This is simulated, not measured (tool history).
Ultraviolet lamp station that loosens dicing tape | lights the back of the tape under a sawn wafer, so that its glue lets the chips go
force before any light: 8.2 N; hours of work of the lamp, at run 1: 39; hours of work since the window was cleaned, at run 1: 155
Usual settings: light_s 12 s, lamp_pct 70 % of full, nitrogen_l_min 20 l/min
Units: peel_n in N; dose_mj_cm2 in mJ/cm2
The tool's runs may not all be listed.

run,hour,light_s,lamp_pct,nitrogen_l_min,hours of work of the lamp,hours of work since the window was cleaned,peel_n,dose_mj_cm2
1,0,12,70,20,39,155,0.335,347
2,26.4,12,90,20,57,173,0.244,442
3,40.2,12,64,20,66,183,0.424,312
4,54,12,64,20,76,192,0.416,311
# hour 56.8: window cleaned of glue's vapour
5,77.9,12,87,20,92,14,0.264,418
6,91,12,70,20,101,23,0.377,333
7,112.7,12,74,20,115,38,0.353,353
8,144.3,19,91,6,137,60,0.259,671
9,175.7,19,91,22,159,81,0.194,667
# hour 203.3: window cleaned of glue's vapour, once more
10,207.3,8,85,24,180,3,0.496,277
11,234.4,8,85,24,199,21,0.511,275
12,262.8,8,85,24,218,41,0.516,272
13,294.6,9,85,7,240,63,0.974,300
14,312.7,12,80,14,252,75,0.377,376

Hidden state or all else? Some run-to-run changes of peel_n, split into what the settings, what came in and random variation would give without the hidden state, and what is left for the hidden state (with any gauge scatter that isn't in both results):
The hidden state here: lamp's light, % of a new lamp's; light that the window lets through, % of a clean one's; drift of the gauge itself on peel_n, %; drift of the gauge itself on dose_mj_cm2, %.
Run 13 -> 14: light_s 9 -> 12, lamp_pct 85 -> 80, nitrogen_l_min 7 -> 14. peel_n -0.597 N: hidden state -0.095, all else -0.502.

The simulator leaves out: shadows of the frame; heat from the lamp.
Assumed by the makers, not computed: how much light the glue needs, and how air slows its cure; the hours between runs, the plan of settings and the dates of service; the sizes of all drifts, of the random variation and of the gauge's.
